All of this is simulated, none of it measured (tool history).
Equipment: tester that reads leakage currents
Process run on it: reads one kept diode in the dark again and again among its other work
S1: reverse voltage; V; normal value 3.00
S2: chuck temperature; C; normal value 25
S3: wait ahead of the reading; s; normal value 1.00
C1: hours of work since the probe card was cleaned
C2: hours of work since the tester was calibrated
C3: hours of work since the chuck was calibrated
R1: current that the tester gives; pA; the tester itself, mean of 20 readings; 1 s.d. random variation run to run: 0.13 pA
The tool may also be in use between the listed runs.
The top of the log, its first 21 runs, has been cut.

{"run": 22, "hour": 2773.1, "S1": 1.37, "S2": 25, "S3": 0.3, "C1": 1233, "C2": 346, "C3": 198, "R1": 31.0}
{"run": 23, "hour": 2859.8, "S1": 4.62, "S2": 23, "S3": 0.3, "C1": 1275, "C2": 388, "C3": 241, "R1": 49.84}
{"run": 24, "hour": 2971.8, "S1": 1.25, "S2": 46, "S3": 0.76, "C1": 1330, "C2": 444, "C3": 296, "R1": 138.77}
{"run": 25, "hour": 3113.1, "S1": 1.21, "S2": 25, "S3": 2.01, "C1": 1400, "C2": 513, "C3": 365, "R1": 29.07}
{"run": 26, "hour": 3219.6, "S1": 1.21, "S2": 25, "S3": 2.01, "C1": 1452, "C2": 565, "C3": 418, "R1": 29.27}
{"hour": 3373.7, "done": "probe card cleaned and baked"}
{"run": 27, "hour": 3373.7, "S1": 7.31, "S2": 57, "S3": 0.34, "C1": 0, "C2": 640, "C3": 492, "R1": 643.68}
{"run": 28, "hour": 3489.9, "S1": 6.38, "S2": 27, "S3": 0.34, "C1": 57, "C2": 697, "C3": 549, "R1": 71.31}
{"run": 29, "hour": 3648.1, "S1": 10.63, "S2": 38, "S3": 0.81, "C1": 135, "C2": 775, "C3": 627, "R1": 203.99}
{"run": 30, "hour": 3763.4, "S1": 3.0, "S2": 37, "S3": 0.58, "C1": 192, "C2": 831, "C3": 683, "R1": 108.06}
{"run": 31, "hour": 3904.5, "S1": 3.0, "S2": 37, "S3": 0.58, "C1": 261, "C2": 901, "C3": 753, "R1": 107.92}
{"run": 32, "hour": 4033.7, "S1": 3.0, "S2": 37, "S3": 0.58, "C1": 325, "C2": 964, "C3": 816, "R1": 108.74}
{"run": 33, "hour": 4155.1, "S1": 9.86, "S2": 24, "S3": 0.43, "C1": 384, "C2": 1024, "C3": 876, "R1": 72.43}
{"hour": 4237.1, "done": "chuck's temperature calibrated"}
{"run": 34, "hour": 4244.5, "S1": 9.86, "S2": 24, "S3": 0.43, "C1": 427, "C2": 1067, "C3": 4, "R1": 71.28}
{"run": 35, "hour": 4391.0, "S1": 9.86, "S2": 24, "S3": 5.21, "C1": 499, "C2": 1139, "C3": 76, "R1": 69.62}
{"run": 36, "hour": 4552.5, "S1": 9.86, "S2": 24, "S3": 5.21, "C1": 579, "C2": 1218, "C3": 155, "R1": 70.75}
{"run": 37, "hour": 4635.2, "S1": 4.4, "S2": 24, "S3": 5.21, "C1": 619, "C2": 1259, "C3": 196, "R1": 47.96}
{"run": 38, "hour": 4730.6, "S1": 12.57, "S2": 45, "S3": 0.67, "C1": 666, "C2": 1306, "C3": 243, "R1": 369.91}
{"run": 39, "hour": 4826.8, "S1": 3.0, "S2": 32, "S3": 1.0, "C1": 713, "C2": 1353, "C3": 290, "R1": 75.23}

Forecast each of these 3 alternatives for the next run:
{"run": "A", "hour": 4954.1, "S1": 1.05, "S2": 34, "S3": 1.58, "C1": 776, "C2": 1416, "C3": 352, "R1": "?"}
{"run": "B", "hour": 4954.1, "S1": 3.0, "S2": 32, "S3": 6.47, "C1": 776, "C2": 1416, "C3": 352, "R1": "?"}
{"run": "C", "hour": 4954.1, "S1": 3.0, "S2": 35, "S3": 2.98, "C1": 776, "C2": 1416, "C3": 352, "R1": "?"}

run=A R1=54.07
run=B R1=75.07
run=C R1=93.53
Stripped of hidden state, with their random variation kept, the same runs would have yielded:
run=A R1=51.41
run=B R1=70.20
run=C R1=88.07
